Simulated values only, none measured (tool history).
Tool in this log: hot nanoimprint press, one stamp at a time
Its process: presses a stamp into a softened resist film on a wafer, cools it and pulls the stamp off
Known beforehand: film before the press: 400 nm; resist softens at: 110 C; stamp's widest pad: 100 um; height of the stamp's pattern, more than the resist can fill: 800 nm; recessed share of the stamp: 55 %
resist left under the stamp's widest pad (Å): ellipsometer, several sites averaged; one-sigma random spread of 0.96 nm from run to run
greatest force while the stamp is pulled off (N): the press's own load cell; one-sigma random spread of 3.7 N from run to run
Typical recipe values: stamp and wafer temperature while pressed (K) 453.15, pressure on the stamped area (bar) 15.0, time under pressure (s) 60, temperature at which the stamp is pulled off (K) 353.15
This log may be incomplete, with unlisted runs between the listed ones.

run	hour	stamp and wafer temperature while pressed (K)	pressure on the stamped area (bar)	time under pressure (s)	temperature at which the stamp is pulled off (K)	resist left under the stamp's widest pad (Å)	greatest force while the stamp is pulled off (N)
1	0.0	453.15	15.0	60	353.15	1719	175
2	6.3	453.15	15.0	60	353.15	1707	180
3	14.2	453.15	15.0	60	353.15	1730	180
4	21.5	453.15	15.0	60	353.15	1718	182
# hour 35.7: stamp cleaned and given a new release coat
5	35.8	453.15	15.1	60	353.15	1716	177
6	43.1	453.15	15.0	60	353.15	1725	175
7	50.9	453.15	15.0	51	353.15	1842	172
8	57.9	453.15	15.0	60	353.15	1727	177
9	67.4	453.15	17.6	60	353.15	1611	176
10	73.6	453.15	17.6	60	353.15	1605	177
11	80.4	442.15	17.6	60	353.15	2616	185
# hour 83.9: plate thermocouple calibrated
12	92.1	442.15	17.6	60	353.15	2587	175
13	96.3	442.15	17.6	42	353.15	2884	181
14	102.2	442.15	17.6	42	353.15	2890	183
15	107.0	442.15	17.6	42	353.15	2883	176
16	116.2	453.15	13.8	104	360.15	1464	157
17	125.3	453.15	15.0	60	343.15	1753	201
18	132.3	453.15	20.8	114	357.15	1158	169
19	138.4	453.15	20.8	51	348.15	1608	193
20	148.1	453.15	17.3	60	345.15	1636	200
21	156.2	453.15	18.8	47	352.15	1736	182
22	165.6	453.15	17.9	60	352.15	1608	177
23	170.9	464.15	15.0	60	358.15	1048	168
24	174.9	449.15	11.1	32	339.15	2851	216
25	181.7	449.15	11.1	32	339.15	2835	222
# hour 185.6: gauge calibrated
26	188.7	447.15	13.7	49	347.15	2448	195
27	193.8	453.15	18.2	60	353.15	1561	177
28	199.8	449.15	16.2	60	353.15	1985	177
29	203.8	447.15	12.2	41	355.15	2730	174
30	213.0	463.15	9.0	41	355.15	1655	175

Here are 3 independent what-if runs from the current tool condition. What would each one return?
A	217.2	453.15	10.1	60	353.15	?	?
B	217.2	458.15	20.1	41	342.15	?	?
C	217.2	463.15	9.0	53	355.15	?	?

run	resist left under the stamp's widest pad (Å)	greatest force while the stamp is pulled off (N)
A	2057	179
B	1379	204
C	1492	175
Without the tool's hidden state the same runs would have given:
run	resist left under the stamp's widest pad (Å)	greatest force while the stamp is pulled off (N)
A	2047	179
B	1372	204
C	1485	175
